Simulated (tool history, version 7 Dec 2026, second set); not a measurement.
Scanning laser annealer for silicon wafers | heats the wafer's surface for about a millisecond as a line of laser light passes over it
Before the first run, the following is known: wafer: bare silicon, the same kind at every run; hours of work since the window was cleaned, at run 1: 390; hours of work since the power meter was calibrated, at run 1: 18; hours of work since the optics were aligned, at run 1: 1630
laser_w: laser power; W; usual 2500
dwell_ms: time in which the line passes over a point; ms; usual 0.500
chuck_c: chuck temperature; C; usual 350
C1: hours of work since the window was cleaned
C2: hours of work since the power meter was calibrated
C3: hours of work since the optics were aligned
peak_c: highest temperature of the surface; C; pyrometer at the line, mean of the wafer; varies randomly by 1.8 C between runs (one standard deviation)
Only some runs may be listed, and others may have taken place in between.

run 1 hour=0.0 | laser_w=2500 dwell_ms=0.500 chuck_c=350 | C1=390 C2=18 C3=1630 | peak_c=1046
run 2 hour=6.9 | laser_w=2500 dwell_ms=0.500 chuck_c=350 | C1=393 C2=21 C3=1633 | peak_c=1049
run 3 hour=15.6 | laser_w=2500 dwell_ms=0.500 chuck_c=350 | C1=396 C2=25 C3=1636 | peak_c=1047
run 4 hour=21.1 | laser_w=2500 dwell_ms=0.500 chuck_c=350 | C1=399 C2=27 C3=1639 | peak_c=1050
run 5 hour=29.2 | laser_w=2500 dwell_ms=0.500 chuck_c=350 | C1=402 C2=31 C3=1642 | peak_c=1046
run 6 hour=41.0 | laser_w=2500 dwell_ms=0.498 chuck_c=350 | C1=407 C2=36 C3=1647 | peak_c=1041
-- hour=43.6 window over the wafer cleaned
run 7 hour=48.8 | laser_w=2241 dwell_ms=0.574 chuck_c=317 | C1=2 C2=38 C3=1650 | peak_c=965
run 8 hour=58.6 | laser_w=2500 dwell_ms=0.500 chuck_c=351 | C1=6 C2=42 C3=1654 | peak_c=1044
run 9 hour=67.0 | laser_w=2500 dwell_ms=0.500 chuck_c=351 | C1=10 C2=46 C3=1657 | peak_c=1044

Run 10 has not been measured yet. What should we expect?
run 10 hour=72.0 | laser_w=2510 dwell_ms=0.426 chuck_c=349 | C1=12 C2=48 C3=1660 | peak_c=?

peak_c: 990 C
Were there no unlogged condition in the tool, this run, its random variation unchanged, would have produced peak_c 1022 C.
